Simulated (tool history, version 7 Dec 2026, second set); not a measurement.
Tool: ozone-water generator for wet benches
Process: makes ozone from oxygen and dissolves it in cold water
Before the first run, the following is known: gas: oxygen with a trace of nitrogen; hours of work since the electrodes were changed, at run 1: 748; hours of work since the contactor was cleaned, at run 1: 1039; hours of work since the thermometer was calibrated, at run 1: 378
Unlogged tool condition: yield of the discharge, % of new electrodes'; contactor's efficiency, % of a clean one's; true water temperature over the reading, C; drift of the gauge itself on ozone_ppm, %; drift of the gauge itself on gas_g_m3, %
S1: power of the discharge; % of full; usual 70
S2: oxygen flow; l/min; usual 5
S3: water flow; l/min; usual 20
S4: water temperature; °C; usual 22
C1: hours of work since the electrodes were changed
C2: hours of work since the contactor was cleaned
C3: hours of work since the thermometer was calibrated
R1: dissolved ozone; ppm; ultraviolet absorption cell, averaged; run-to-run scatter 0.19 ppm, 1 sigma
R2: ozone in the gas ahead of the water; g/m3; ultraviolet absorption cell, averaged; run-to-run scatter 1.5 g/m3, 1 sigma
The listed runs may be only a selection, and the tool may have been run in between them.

{"run": 1, "hour": 0.0, "S1": 70, "S2": 5, "S3": 20, "S4": 22, "C1": 748, "C2": 1039, "C3": 378, "R1": 27.2, "R2": 267.4}
{"run": 2, "hour": 91.8, "S1": 43, "S2": 5, "S3": 20, "S4": 22, "C1": 823, "C2": 1114, "C3": 452, "R1": 21, "R2": 210.6}
{"run": 3, "hour": 213.0, "S1": 70, "S2": 5, "S3": 20, "S4": 22, "C1": 922, "C2": 1212, "C3": 551, "R1": 27, "R2": 265.4}
{"run": 4, "hour": 319.3, "S1": 70, "S2": 5, "S3": 20, "S4": 22, "C1": 1009, "C2": 1299, "C3": 638, "R1": 26.7, "R2": 266.3}
{"run": 5, "hour": 402.1, "S1": 70, "S2": 5, "S3": 20, "S4": 22, "C1": 1076, "C2": 1366, "C3": 705, "R1": 26.7, "R2": 265.6}
{"run": 6, "hour": 533.4, "S1": 70, "S2": 5, "S3": 20, "S4": 22, "C1": 1183, "C2": 1474, "C3": 812, "R1": 26.7, "R2": 264.8}
{"run": 7, "hour": 621.5, "S1": 70, "S2": 5, "S3": 20, "S4": 22, "C1": 1255, "C2": 1545, "C3": 884, "R1": 26.3, "R2": 264.4}
{"run": 8, "hour": 695.9, "S1": 70, "S2": 5, "S3": 20, "S4": 22, "C1": 1316, "C2": 1606, "C3": 945, "R1": 26.6, "R2": 263.6}
{"run": 9, "hour": 804.7, "S1": 70, "S2": 5.4, "S3": 20, "S4": 22, "C1": 1404, "C2": 1695, "C3": 1034, "R1": 26, "R2": 253.4}
{"run": 10, "hour": 905.7, "S1": 70, "S2": 5, "S3": 20, "S4": 22, "C1": 1487, "C2": 1777, "C3": 1116, "R1": 26.4, "R2": 263.4}
{"run": 11, "hour": 1002.8, "S1": 70, "S2": 5, "S3": 20, "S4": 22, "C1": 1566, "C2": 1856, "C3": 1195, "R1": 26.1, "R2": 261.9}
{"run": 12, "hour": 1056.8, "S1": 70, "S2": 5, "S3": 20, "S4": 22, "C1": 1610, "C2": 1900, "C3": 1239, "R1": 25.9, "R2": 264}
{"run": 13, "hour": 1155.9, "S1": 70, "S2": 5, "S3": 20, "S4": 22, "C1": 1690, "C2": 1981, "C3": 1320, "R1": 25.8, "R2": 262.2}
{"run": 14, "hour": 1224.1, "S1": 70, "S2": 5, "S3": 13, "S4": 22, "C1": 1746, "C2": 2037, "C3": 1375, "R1": 34.1, "R2": 261.6}
{"run": 15, "hour": 1277.9, "S1": 70, "S2": 3.31, "S3": 20, "S4": 22, "C1": 1790, "C2": 2080, "C3": 1419, "R1": 25.5, "R2": 334.1}
{"run": 16, "hour": 1353.6, "S1": 70, "S2": 3.31, "S3": 20, "S4": 22, "C1": 1852, "C2": 2142, "C3": 1481, "R1": 25.5, "R2": 330.3}
{"run": 17, "hour": 1463.1, "S1": 70, "S2": 3.26, "S3": 20, "S4": 19, "C1": 1941, "C2": 2231, "C3": 1570, "R1": 26.3, "R2": 331.5}
{"run": 18, "hour": 1533.3, "S1": 71, "S2": 3.26, "S3": 25, "S4": 19, "C1": 1998, "C2": 2289, "C3": 1627, "R1": 22.3, "R2": 333.1}
{"run": 19, "hour": 1603.3, "S1": 71, "S2": 6.84, "S3": 25, "S4": 18, "C1": 2055, "C2": 2346, "C3": 1685, "R1": 23.1, "R2": 216.4}
{"run": 20, "hour": 1722.7, "S1": 50, "S2": 5.98, "S3": 20, "S4": 25, "C1": 2153, "C2": 2443, "C3": 1782, "R1": 20.4, "R2": 196.4}
{"run": 21, "hour": 1847.7, "S1": 50, "S2": 3.48, "S3": 18, "S4": 25, "C1": 2254, "C2": 2545, "C3": 1884, "R1": 22.2, "R2": 267.6}
{"run": 22, "hour": 1947.3, "S1": 50, "S2": 3.48, "S3": 18, "S4": 25, "C1": 2336, "C2": 2626, "C3": 1965, "R1": 22.4, "R2": 267.6}
{"run": 23, "hour": 2011.2, "S1": 50, "S2": 3.48, "S3": 18, "S4": 21, "C1": 2388, "C2": 2678, "C3": 2017, "R1": 23.3, "R2": 269.9}
{"hour": 2091.8, "done": "contactor cleaned"}
{"run": 24, "hour": 2091.8, "S1": 50, "S2": 3.48, "S3": 18, "S4": 21, "C1": 2450, "C2": 0, "C3": 2079, "R1": 24, "R2": 269.7}
{"run": 25, "hour": 2205.1, "S1": 50, "S2": 3.48, "S3": 18, "S4": 21, "C1": 2542, "C2": 92, "C3": 2172, "R1": 24.1, "R2": 265.8}
{"run": 26, "hour": 2280.8, "S1": 88, "S2": 5, "S3": 20, "S4": 22, "C1": 2604, "C2": 154, "C3": 2234, "R1": 28.4, "R2": 287.4}
{"run": 27, "hour": 2403.5, "S1": 65, "S2": 5, "S3": 14, "S4": 22, "C1": 2704, "C2": 254, "C3": 2334, "R1": 30.4, "R2": 244.7}
{"run": 28, "hour": 2495.9, "S1": 70, "S2": 5, "S3": 20, "S4": 21, "C1": 2780, "C2": 329, "C3": 2409, "R1": 25.6, "R2": 253.8}
{"run": 29, "hour": 2564.5, "S1": 70, "S2": 5, "S3": 20, "S4": 21, "C1": 2835, "C2": 385, "C3": 2465, "R1": 25.3, "R2": 254}
{"run": 30, "hour": 2685.0, "S1": 70, "S2": 5.1, "S3": 29, "S4": 22, "C1": 2934, "C2": 484, "C3": 2563, "R1": 19.2, "R2": 250.5}
{"run": 31, "hour": 2779.6, "S1": 88, "S2": 3.57, "S3": 17, "S4": 22, "C1": 3011, "C2": 561, "C3": 2640, "R1": 31.9, "R2": 345.6}
{"run": 32, "hour": 2863.8, "S1": 81, "S2": 5, "S3": 20, "S4": 14, "C1": 3079, "C2": 629, "C3": 2709, "R1": 29.6, "R2": 271.6}

Each row is a separate what-if for the run after 32, all from the same tool condition, not one after another. Results?
{"run": "A", "hour": 2954.8, "S1": 81, "S2": 3.36, "S3": 26, "S4": 14, "C1": 3154, "C2": 703, "C3": 2783, "R1": "?", "R2": "?"}
{"run": "B", "hour": 2954.8, "S1": 81, "S2": 5, "S3": 26, "S4": 14, "C1": 3154, "C2": 703, "C3": 2783, "R1": "?", "R2": "?"}
{"run": "C", "hour": 2954.8, "S1": 81, "S2": 5, "S3": 18, "S4": 15, "C1": 3154, "C2": 703, "C3": 2783, "R1": "?", "R2": "?"}
{"run": "D", "hour": 2954.8, "S1": 83, "S2": 3.38, "S3": 20, "S4": 22, "C1": 3154, "C2": 703, "C3": 2783, "R1": "?", "R2": "?"}
{"run": "E", "hour": 2954.8, "S1": 81, "S2": 7.09, "S3": 20, "S4": 14, "C1": 3154, "C2": 703, "C3": 2783, "R1": "?", "R2": "?"}

run=A R1=23.6 R2=341.2
run=B R1=24.5 R2=268.4
run=C R1=32.4 R2=268.8
run=D R1=27.2 R2=344.7
run=E R1=29.4 R2=219.4
The same runs, with their run-to-run variation unchanged, on a tool lacking any hidden condition would have given:
run=A R1=26.3 R2=373.8
run=B R1=27.3 R2=294.1
run=C R1=36.2 R2=294.5
run=D R1=30.4 R2=378
run=E R1=33 R2=240.3
